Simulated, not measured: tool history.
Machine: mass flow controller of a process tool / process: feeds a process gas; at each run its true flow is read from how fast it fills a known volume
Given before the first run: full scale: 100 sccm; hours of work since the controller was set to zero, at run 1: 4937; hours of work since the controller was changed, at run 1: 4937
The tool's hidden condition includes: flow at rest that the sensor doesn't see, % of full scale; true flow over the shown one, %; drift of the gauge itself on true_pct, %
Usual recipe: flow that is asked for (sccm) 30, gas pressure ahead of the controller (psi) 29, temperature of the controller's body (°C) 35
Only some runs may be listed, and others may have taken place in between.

run     hour  flow that is asked for (sccm)  gas pressure ahead of the controller (psi)  temperature of the controller's body (°C)  hours of work since the controller was set to zero  hours of work since the controller was changed  true flow (%)
  1        0                             30                                          29                                         35                                                4937                                            4937          97.68
  2    207.5                             30                                          29                                         35                                                5031                                            5031          97.78
  3    561.2                             30                                          29                                         35                                                5190                                            5190          97.57
  4    843.1                             30                                          29                                         35                                                5317                                            5317          97.59
  5   1237.6                             30                                          29                                         38                                                5494                                            5494          97.46
  6   1593.1                             55                                          29                                         38                                                5654                                            5654          99.19
  7   1952.6                             55                                          29                                         38                                                5816                                            5816          99.14
  8   2173.1                             11                                          29                                         35                                                5915                                            5915          92.84
  9   2475.6                             11                                          29                                         35                                                6052                                            6052          92.84
 10   2879.3                             30                                          29                                         35                                                6233                                            6233          97.62
 11     3159                             30                                          29                                         35                                                6359                                            6359          97.69
 12   3518.8                             34                                          29                                         35                                                6521                                            6521           98.1
 13   3798.6                             34                                          29                                         35                                                6647                                            6647          98.27
      3940.5  -- controller exchanged for a calibrated one
 14   4028.4                             30                                          29                                         35                                                  40                                              40           97.3
 15   4217.1                             24                                          29                                         35                                                 125                                             125          96.95
 16   4565.5                             24                                          29                                         28                                                 281                                             281          97.72
 17   4852.8                             24                                          29                                         28                                                 411                                             411           97.6
 18   5059.6                             24                                          29                                         28                                                 504                                             504          97.56
 19   5335.1                             30                                          29                                         21                                                 628                                             628          98.13
 20   5689.3                             30                                          29                                         21                                                 787                                             787          98.26
 21   5983.6                             30                                          29                                         21                                                 920                                             920          98.24
 22   6354.7                             30                                          29                                         21                                                1087                                            1087          98.35
 23   6691.7                             30                                          29                                         21                                                1238                                            1238          98.13
 24   7094.7                             30                                          29                                         21                                                1420                                            1420           98.3
 25   7299.3                             42                                          29                                         33                                                1512                                            1512          98.14
 26   7579.9                             42                                        38.1                                         33                                                1638                                            1638          97.56
      7602.2  -- controller's zero set anew
 27   7958.8                             63                                        32.1                                         28                                                 161                                            1808          99.02
 28   8222.8                             63                                        32.1                                         28                                                 279                                            1927          98.97
 29   8612.5                             12                                          40                                         39                                                 455                                            2103          94.29
 30   8889.7                             29                                        23.5                                         39                                                 580                                            2227          97.25
      9030.8  -- controller's zero set anew, once more
 31     9102                             29                                        23.5                                         39                                                  32                                            2323          98.32
 32   9327.1                             15                                          29                                         34                                                 133                                            2424          97.82
 33   9660.9                             15                                          29                                         34                                                 284                                            2574          97.84
 34  10020.6                             15                                          29                                         34                                                 446                                            2736          97.78
 35  10338.2                             30                                        28.3                                         37                                                 588                                            2879          98.34
 36    10634                             90                                        23.6                                         21                                                 722                                            3012         101.43
 37  10880.1                             33                                          29                                         21                                                 832                                            3123          99.43

Run 38 comes next. What will it give?
 38  11173.9                             30                                          29                                         29                                                 965                                            3255              ?

Run 38 yielded true flow (%) 98.72.
Without the tool's hidden state the same run would have given true flow (%) 97.75.

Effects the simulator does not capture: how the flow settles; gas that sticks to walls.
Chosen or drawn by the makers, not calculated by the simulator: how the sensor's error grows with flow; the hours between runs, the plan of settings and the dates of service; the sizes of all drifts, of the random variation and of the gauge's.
